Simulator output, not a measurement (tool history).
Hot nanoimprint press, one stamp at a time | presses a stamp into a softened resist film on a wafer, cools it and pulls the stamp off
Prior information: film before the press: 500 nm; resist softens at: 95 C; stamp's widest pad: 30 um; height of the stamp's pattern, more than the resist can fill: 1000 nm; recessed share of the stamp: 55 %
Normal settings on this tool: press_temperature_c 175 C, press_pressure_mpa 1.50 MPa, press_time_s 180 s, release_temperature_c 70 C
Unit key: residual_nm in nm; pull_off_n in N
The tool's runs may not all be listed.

run	hour	press_temperature_c	press_pressure_mpa	press_time_s	release_temperature_c	residual_nm	pull_off_n
1	0.0	175	1.50	180	70	207.1	178
2	21.2	175	1.50	180	70	206.9	183
3	38.3	175	1.50	180	70	207.8	175
4	54.2	175	1.66	180	70	196.9	179
5	71.8	169	1.50	180	70	248.8	177
6	90.4	169	1.50	180	70	249.0	182
7	103.1	175	1.50	180	70	206.6	183
8	125.0	175	1.50	180	70	207.8	171
9	147.3	175	1.50	180	70	206.9	177
10	158.3	175	1.50	180	70	206.9	178
11	170.9	175	1.50	180	70	209.3	172
12	191.4	175	1.50	180	70	206.9	178
13	202.9	175	1.50	180	74	208.3	160
14	222.8	175	1.50	180	74	206.4	167
15	235.4	175	1.50	95	70	263.6	176
# hour 259.3: stamp cleaned and given a new release coat
16	262.8	175	1.47	95	70	266.2	177
17	282.4	175	1.22	125	65	258.6	201
18	302.9	175	1.22	125	65	260.4	193
19	322.1	175	1.22	125	65	259.0	194
20	333.6	175	1.22	125	65	260.6	185
# hour 356.5: plate thermocouple calibrated
21	359.8	175	2.26	142	65	190.8	200
22	384.4	175	2.26	142	65	190.1	194
23	408.0	175	2.26	142	65	190.1	193
24	421.0	175	2.26	142	65	190.1	195
25	434.6	175	2.26	142	65	189.9	204
26	449.8	169	0.91	180	65	298.9	194

Branching from run 26: 5 alternative next runs. What would each branch give?
A	463.0	174	1.35	180	61	?	?
B	463.0	169	2.28	100	65	?	?
C	463.0	174	0.91	180	69	?	?
D	463.0	175	1.50	180	71	?	?
E	463.0	169	2.11	305	65	?	?

run	residual_nm	pull_off_n
A	224.8	216
B	260.6	196
C	261.4	185
D	207.6	176
E	172.8	198
With the hidden condition removed and each run's random variation left untouched, the same runs would have given:
run	residual_nm	pull_off_n
A	224.8	215
B	260.5	195
C	261.4	184
D	207.6	175
E	172.7	197
